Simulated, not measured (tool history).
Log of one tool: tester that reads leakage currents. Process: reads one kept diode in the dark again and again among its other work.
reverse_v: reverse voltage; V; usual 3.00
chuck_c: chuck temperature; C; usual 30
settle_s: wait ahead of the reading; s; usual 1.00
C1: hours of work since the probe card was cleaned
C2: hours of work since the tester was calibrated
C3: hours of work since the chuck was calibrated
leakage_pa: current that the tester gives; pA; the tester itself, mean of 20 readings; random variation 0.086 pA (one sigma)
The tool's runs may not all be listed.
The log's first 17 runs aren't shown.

Run 18, hour 1620.9: usual settings but reverse_v 1.17 V, chuck_c 41 C, settle_s 3.06 s; C1 2062; C2 2591; C3 157. Result: leakage_pa 31.14 pA.
Run 19, hour 1689.6: usual settings but chuck_c 51 C, settle_s 0.43 s; C1 2114; C2 2644; C3 209. Result: leakage_pa 108.29 pA.
Run 20, hour 1813.8: usual settings but reverse_v 3.18 V, chuck_c 39 C, settle_s 0.44 s; C1 2209; C2 2738; C3 304. Result: leakage_pa 48.37 pA.
Run 21, hour 1891.2: usual settings but reverse_v 1.42 V, chuck_c 38 C, settle_s 9.05 s; C1 2268; C2 2797; C3 363. Result: leakage_pa 28.12 pA.
Run 22, hour 1963.0: usual settings but reverse_v 1.42 V, chuck_c 38 C, settle_s 9.05 s; C1 2323; C2 2852; C3 418. Result: leakage_pa 28.04 pA.
Run 23, hour 2051.8: usual settings but reverse_v 1.42 V, chuck_c 38 C, settle_s 9.05 s; C1 2391; C2 2920; C3 485. Result: leakage_pa 28.03 pA.
Run 24, hour 2111.0: usual settings but settle_s 0.99 s; C1 2436; C2 2965; C3 531. Result: leakage_pa 23.52 pA.
At hour 2186.2: tester calibrated.
Run 25, hour 2232.4: usual settings but settle_s 0.99 s; C1 2527; C2 35; C3 622. Result: leakage_pa 23.50 pA.
Run 26, hour 2332.1: usual settings but reverse_v 6.42 V, chuck_c 25 C; C1 2603; C2 111; C3 698. Result: leakage_pa 24.64 pA.
Run 27, hour 2424.0: usual settings but reverse_v 1.49 V, chuck_c 26 C, settle_s 0.92 s; C1 2673; C2 181; C3 768. Result: leakage_pa 11.69 pA.
At hour 2542.6: chuck's temperature calibrated.
Run 28, hour 2542.6: usual settings but reverse_v 3.25 V, chuck_c 26 C, settle_s 9.34 s; C1 2762; C2 270; C3 0. Result: leakage_pa 17.60 pA.
Run 29, hour 2666.0: usual settings; C1 2856; C2 364; C3 94. Result: leakage_pa 23.55 pA.
Run 30, hour 2792.4: usual settings but reverse_v 18.40 V, chuck_c 35 C, settle_s 0.36 s; C1 2952; C2 461; C3 191. Result: leakage_pa 100.93 pA.
Run 31, hour 2907.4: usual settings but reverse_v 18.40 V, chuck_c 35 C, settle_s 0.36 s; C1 3040; C2 549; C3 278. Result: leakage_pa 100.93 pA.
Run 32, hour 3032.9: usual settings but reverse_v 1.63 V, chuck_c 46 C, settle_s 1.06 s; C1 3136; C2 644; C3 374. Result: leakage_pa 54.21 pA.
Run 33, hour 3097.2: usual settings but reverse_v 1.63 V, chuck_c 22 C, settle_s 1.06 s; C1 3185; C2 693; C3 423. Result: leakage_pa 8.94 pA.
Run 34, hour 3200.6: usual settings but reverse_v 1.63 V, chuck_c 22 C, settle_s 1.68 s; C1 3264; C2 772; C3 502. Result: leakage_pa 8.79 pA.

5 ways to go on from here, each from the tool as it stands after run 34. What would each give?
Run A, hour 3266.5: usual settings but reverse_v 8.36 V, chuck_c 21 C, settle_s 0.68 s; C1 3314; C2 822; C3 552. Result: leakage_pa ?.
Run B, hour 3266.5: usual settings but reverse_v 8.41 V, chuck_c 51 C, settle_s 6.10 s; C1 3314; C2 822; C3 552. Result: leakage_pa ?.
Run C, hour 3266.5: usual settings but reverse_v 1.63 V, chuck_c 50 C, settle_s 0.80 s; C1 3314; C2 822; C3 552. Result: leakage_pa ?.
Run D, hour 3266.5: usual settings but chuck_c 43 C, settle_s 1.51 s; C1 3314; C2 822; C3 552. Result: leakage_pa ?.
Run E, hour 3266.5: usual settings but settle_s 0.48 s; C1 3314; C2 822; C3 552. Result: leakage_pa ?.

run  leakage_pa
  A       21.87
  B      188.41
  C       71.62
  D       61.18
  E       24.15
Without the tool's hidden state the same runs would have given:
run  leakage_pa
  A       21.82
  B      188.34
  C       71.60
  D       61.16
  E       24.13
